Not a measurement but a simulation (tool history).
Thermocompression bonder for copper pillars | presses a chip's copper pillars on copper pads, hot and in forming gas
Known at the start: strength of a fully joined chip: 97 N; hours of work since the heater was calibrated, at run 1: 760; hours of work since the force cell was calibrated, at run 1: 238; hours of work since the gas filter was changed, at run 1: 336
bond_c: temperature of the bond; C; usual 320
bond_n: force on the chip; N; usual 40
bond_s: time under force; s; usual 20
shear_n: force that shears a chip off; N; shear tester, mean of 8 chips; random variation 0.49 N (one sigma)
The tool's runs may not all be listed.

run,hour,bond_c,bond_n,bond_s,hours of work since the heater was calibrated,hours of work since the force cell was calibrated,hours of work since the gas filter was changed,shear_n
1,0,320,40,20,760,238,336,63.9
2,13.7,320,40,20,766,244,342,64.4
3,27.1,320,40,20,772,250,348,64.1
4,43.3,320,40,20,779,257,355,64.9
5,52,320,40,20,783,261,359,64.6
6,63.9,320,40,20,788,266,364,63.8
7,74.7,320,40,27,793,271,369,68.9
8,84.9,320,40,27,797,275,373,68.5
9,101.9,320,40,20,805,283,381,63.4
10,117.1,320,40,20,812,290,388,63.6
11,131.9,320,40,20,818,296,394,64.2
12,143.6,320,40,20,823,302,399,63.4
13,155.9,320,40,43,829,307,405,75.1
14,169.2,320,40,43,835,313,411,76.2
15,180.1,320,40,13,840,318,416,56.9
16,188.8,320,40,17,843,322,419,61.7
17,199.8,303,40,20,848,326,424,55.6
18,208.1,320,40,20,852,330,428,63.9
19,216.8,320,40,20,856,334,432,63
20,224.3,320,40,20,859,337,435,63.9
21,234.8,322,40,20,864,342,440,66.1
22,249.5,299,40,23,870,348,446,55.9
23,265.1,299,40,23,877,355,453,56.5
24,274,329,40,20,881,359,457,67.9
25,286.9,329,40,20,887,365,463,67.5
26,304.3,329,25,20,895,373,471,47.7
27,313.3,298,26,15,899,377,475,32.5
28,321,311,40,20,902,380,478,59.1
# hour 328.7: forming gas filter changed
29,332,321,40,18,907,385,1,65.6
30,350.3,321,40,18,915,393,10,65.3
31,359.3,320,40,46,919,397,14,81.1
32,371.7,323,49,15,924,402,19,71.7
33,382.3,324,49,13,929,407,24,69.7
34,391,319,28,31,933,411,28,56.8
35,399.5,310,47,16,937,415,31,64
36,407.5,310,47,16,940,418,35,65.4
37,423.5,304,26,41,947,425,42,51.7
38,439.8,304,26,41,955,433,49,52.1
39,455.2,320,40,17,961,440,56,63.3
40,469.5,320,40,17,968,446,62,63.7

Forecast each of these 4 alternatives for the next run:
A,481.9,331,55,50,973,451,68,?
B,481.9,342,30,10,973,451,68,?
C,481.9,333,25,17,973,451,68,?
D,481.9,340,45,20,973,451,68,?

run,shear_n
A,92
B,53
C,49
D,80.4
Without the tool's hidden state the same runs would have given:
run,shear_n
A,91
B,49.5
C,45.5
D,77.5
